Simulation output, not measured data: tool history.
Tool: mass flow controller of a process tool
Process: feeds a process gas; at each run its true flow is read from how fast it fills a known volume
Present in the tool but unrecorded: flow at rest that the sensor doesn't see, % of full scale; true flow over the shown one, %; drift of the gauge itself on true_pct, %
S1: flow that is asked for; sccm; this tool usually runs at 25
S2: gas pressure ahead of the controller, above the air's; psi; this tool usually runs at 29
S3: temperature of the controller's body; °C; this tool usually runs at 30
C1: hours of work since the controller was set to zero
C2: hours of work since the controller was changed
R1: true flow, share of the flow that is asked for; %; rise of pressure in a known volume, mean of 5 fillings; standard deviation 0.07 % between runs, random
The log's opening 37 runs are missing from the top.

| run | hour | S1 | S2 | S3 | C1 | C2 | R1 |
|---|---|---|---|---|---|---|---|
| 38 | 2191.5 | 32 | 29 | 27 | 2725 | 2725 | 97.37 |
| 39 | 2230.6 | 25 | 20.7 | 22 | 2746 | 2746 | 97.58 |
| 40 | 2286.3 | 6 | 22.8 | 25 | 2776 | 2776 | 94.47 |
| 41 | 2357.5 | 6 | 22.8 | 25 | 2815 | 2815 | 94.43 |
| 42 | 2421.9 | 6 | 22.8 | 26 | 2850 | 2850 | 94.34 |
| 43 | 2465.3 | 6 | 24.5 | 27 | 2874 | 2874 | 94.05 |
| 44 | 2535.2 | 25 | 30.6 | 39 | 2912 | 2912 | 95.76 |
| 45 | 2572.8 | 25 | 25.7 | 22 | 2933 | 2933 | 97.33 |
| 46 | 2648.7 | 25 | 25.7 | 25 | 2974 | 2974 | 97.01 |

Here are 4 independent what-if runs from the current tool condition. What would each one return?
| A | 2703.3 | 21 | 40.5 | 30 | 3004 | 3004 | ? |
| B | 2703.3 | 8 | 37.3 | 28 | 3004 | 3004 | ? |
| C | 2703.3 | 23 | 20.9 | 25 | 3004 | 3004 | ? |
| D | 2703.3 | 24 | 25.7 | 27 | 3004 | 3004 | ? |

| run | R1 |
|---|---|
| A | 95.77 |
| B | 94.22 |
| C | 96.83 |
| D | 96.73 |
What these runs would have given with no unlogged condition in the tool:
| run | R1 |
|---|---|
| A | 97.68 |
| B | 97.25 |
| C | 98.67 |
| D | 98.55 |
